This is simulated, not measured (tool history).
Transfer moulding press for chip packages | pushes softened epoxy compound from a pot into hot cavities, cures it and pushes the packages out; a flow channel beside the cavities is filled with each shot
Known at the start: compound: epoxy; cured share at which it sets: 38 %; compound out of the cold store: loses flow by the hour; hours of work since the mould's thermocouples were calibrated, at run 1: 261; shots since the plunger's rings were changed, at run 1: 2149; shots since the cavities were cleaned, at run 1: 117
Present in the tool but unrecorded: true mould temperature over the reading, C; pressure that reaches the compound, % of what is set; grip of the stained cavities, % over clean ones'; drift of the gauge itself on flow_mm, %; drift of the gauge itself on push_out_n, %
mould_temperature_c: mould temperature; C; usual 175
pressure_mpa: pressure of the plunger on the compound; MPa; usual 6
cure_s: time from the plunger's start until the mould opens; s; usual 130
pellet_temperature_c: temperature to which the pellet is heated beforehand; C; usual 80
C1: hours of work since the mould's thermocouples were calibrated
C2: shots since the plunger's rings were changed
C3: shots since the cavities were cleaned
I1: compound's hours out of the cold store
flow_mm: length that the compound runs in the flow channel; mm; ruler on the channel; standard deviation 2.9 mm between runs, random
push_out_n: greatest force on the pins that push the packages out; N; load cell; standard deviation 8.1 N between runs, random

run 1 hour=0 | mould_temperature_c=175 pressure_mpa=6 cure_s=130 pellet_temperature_c=80 | C1=261 C2=2149 C3=117 | I1=18.2 | flow_mm=584 push_out_n=383
run 2 hour=54.7 | mould_temperature_c=175 pressure_mpa=6 cure_s=130 pellet_temperature_c=76 | C1=284 C2=2483 C3=451 | I1=25.9 | flow_mm=575 push_out_n=455
run 3 hour=102.5 | mould_temperature_c=175 pressure_mpa=6.07 cure_s=130 pellet_temperature_c=80 | C1=305 C2=2775 C3=743 | I1=17.3 | flow_mm=592 push_out_n=461
-- hour=133.6 cavities cleaned with cleaning compound and waxed
run 4 hour=144.5 | mould_temperature_c=175 pressure_mpa=6 cure_s=130 pellet_temperature_c=80 | C1=322 C2=3022 C3=67 | I1=16.8 | flow_mm=582 push_out_n=374
run 5 hour=240.4 | mould_temperature_c=175 pressure_mpa=6 cure_s=130 pellet_temperature_c=80 | C1=363 C2=3606 C3=651 | I1=10.1 | flow_mm=602 push_out_n=490
-- hour=284.9 cavities cleaned with cleaning compound and waxed
run 6 hour=325.5 | mould_temperature_c=175 pressure_mpa=6 cure_s=168 pellet_temperature_c=80 | C1=399 C2=4116 C3=247 | I1=23.4 | flow_mm=563 push_out_n=395
run 7 hour=381 | mould_temperature_c=175 pressure_mpa=6 cure_s=168 pellet_temperature_c=80 | C1=422 C2=4455 C3=586 | I1=41.7 | flow_mm=531 push_out_n=426
-- hour=436.3 cavities cleaned with cleaning compound and waxed
run 8 hour=443.8 | mould_temperature_c=175 pressure_mpa=6.58 cure_s=130 pellet_temperature_c=80 | C1=448 C2=4829 C3=46 | I1=29.9 | flow_mm=572 push_out_n=369
run 9 hour=541.3 | mould_temperature_c=175 pressure_mpa=6 cure_s=130 pellet_temperature_c=80 | C1=490 C2=5424 C3=641 | I1=11.4 | flow_mm=581 push_out_n=454
-- hour=588.6 cavities cleaned with cleaning compound and waxed
run 10 hour=633.2 | mould_temperature_c=175 pressure_mpa=6 cure_s=130 pellet_temperature_c=80 | C1=529 C2=5975 C3=272 | I1=33.8 | flow_mm=530 push_out_n=406
-- hour=681.7 plunger's sealing rings changed
run 11 hour=736.1 | mould_temperature_c=175 pressure_mpa=6 cure_s=130 pellet_temperature_c=80 | C1=571 C2=332 C3=885 | I1=36.4 | flow_mm=568 push_out_n=478
-- hour=741.7 cavities cleaned with cleaning compound and waxed
-- hour=819 mould's thermocouples calibrated
run 12 hour=830.8 | mould_temperature_c=175 pressure_mpa=6 cure_s=130 pellet_temperature_c=72 | C1=5 C2=888 C3=531 | I1=42.9 | flow_mm=550 push_out_n=423
-- hour=898.9 cavities cleaned with cleaning compound and waxed
run 13 hour=902.8 | mould_temperature_c=175 pressure_mpa=6 cure_s=126 pellet_temperature_c=80 | C1=35 C2=1318 C3=24 | I1=10.3 | flow_mm=608 push_out_n=392
run 14 hour=992.1 | mould_temperature_c=177 pressure_mpa=7.17 cure_s=128 pellet_temperature_c=73 | C1=73 C2=1863 C3=569 | I1=25 | flow_mm=626 push_out_n=421
-- hour=1051.5 cavities cleaned with cleaning compound and waxed
run 15 hour=1052.2 | mould_temperature_c=177 pressure_mpa=6.09 cure_s=126 pellet_temperature_c=81 | C1=98 C2=2220 C3=4 | I1=29.2 | flow_mm=568 push_out_n=363
run 16 hour=1149.7 | mould_temperature_c=177 pressure_mpa=6.09 cure_s=126 pellet_temperature_c=81 | C1=140 C2=2815 C3=599 | I1=33.1 | flow_mm=552 push_out_n=445
-- hour=1209.6 cavities cleaned with cleaning compound and waxed
run 17 hour=1224.6 | mould_temperature_c=177 pressure_mpa=6.06 cure_s=126 pellet_temperature_c=70 | C1=171 C2=3263 C3=92 | I1=33.2 | flow_mm=549 push_out_n=362
run 18 hour=1314.7 | mould_temperature_c=177 pressure_mpa=6.06 cure_s=126 pellet_temperature_c=70 | C1=210 C2=3813 C3=642 | I1=31.7 | flow_mm=550 push_out_n=451
-- hour=1364.6 cavities cleaned with cleaning compound and waxed
run 19 hour=1407.9 | mould_temperature_c=175 pressure_mpa=5.45 cure_s=130 pellet_temperature_c=89 | C1=249 C2=4372 C3=264 | I1=20.1 | flow_mm=539 push_out_n=411
run 20 hour=1472.8 | mould_temperature_c=175 pressure_mpa=5.45 cure_s=130 pellet_temperature_c=89 | C1=276 C2=4768 C3=660 | I1=16.5 | flow_mm=548 push_out_n=480
-- hour=1514.3 cavities cleaned with cleaning compound and waxed
run 21 hour=1515.2 | mould_temperature_c=175 pressure_mpa=4.77 cure_s=130 pellet_temperature_c=87 | C1=294 C2=5017 C3=5 | I1=14.3 | flow_mm=515 push_out_n=366
run 22 hour=1567.5 | mould_temperature_c=180 pressure_mpa=6.63 cure_s=147 pellet_temperature_c=79 | C1=316 C2=5336 C3=324 | I1=21.6 | flow_mm=580 push_out_n=398
run 23 hour=1639 | mould_temperature_c=180 pressure_mpa=6.63 cure_s=138 pellet_temperature_c=79 | C1=347 C2=5772 C3=760 | I1=30.6 | flow_mm=565 push_out_n=463
-- hour=1664.9 cavities cleaned with cleaning compound and waxed
run 24 hour=1690.4 | mould_temperature_c=175 pressure_mpa=7.32 cure_s=137 pellet_temperature_c=80 | C1=368 C2=6077 C3=156 | I1=44.2 | flow_mm=562 push_out_n=382
-- hour=1720.9 plunger's sealing rings changed
run 25 hour=1736.3 | mould_temperature_c=175 pressure_mpa=7.32 cure_s=137 pellet_temperature_c=80 | C1=387 C2=94 C3=421 | I1=36.9 | flow_mm=622 push_out_n=422

What if the next run were any one of these 4? Each begins from the tool's condition after run 25:
run A hour=1797.6 | mould_temperature_c=170 pressure_mpa=7.32 cure_s=137 pellet_temperature_c=84 | C1=413 C2=468 C3=795 | I1=37.9 | flow_mm=? push_out_n=?
run B hour=1797.6 | mould_temperature_c=170 pressure_mpa=6 cure_s=133 pellet_temperature_c=80 | C1=413 C2=468 C3=795 | I1=15.3 | flow_mm=? push_out_n=?
run C hour=1797.6 | mould_temperature_c=173 pressure_mpa=6 cure_s=113 pellet_temperature_c=80 | C1=413 C2=468 C3=795 | I1=26.3 | flow_mm=? push_out_n=?
run D hour=1797.6 | mould_temperature_c=175 pressure_mpa=5.1 cure_s=130 pellet_temperature_c=80 | C1=413 C2=468 C3=795 | I1=41.5 | flow_mm=? push_out_n=?

run=A flow_mm=627 push_out_n=510
run=B flow_mm=613 push_out_n=534
run=C flow_mm=589 push_out_n=543
run=D flow_mm=507 push_out_n=458
Had the tool no hidden state, the same runs would have come out as:
run=A flow_mm=630 push_out_n=376
run=B flow_mm=617 push_out_n=391
run=C flow_mm=592 push_out_n=394
run=D flow_mm=510 push_out_n=340
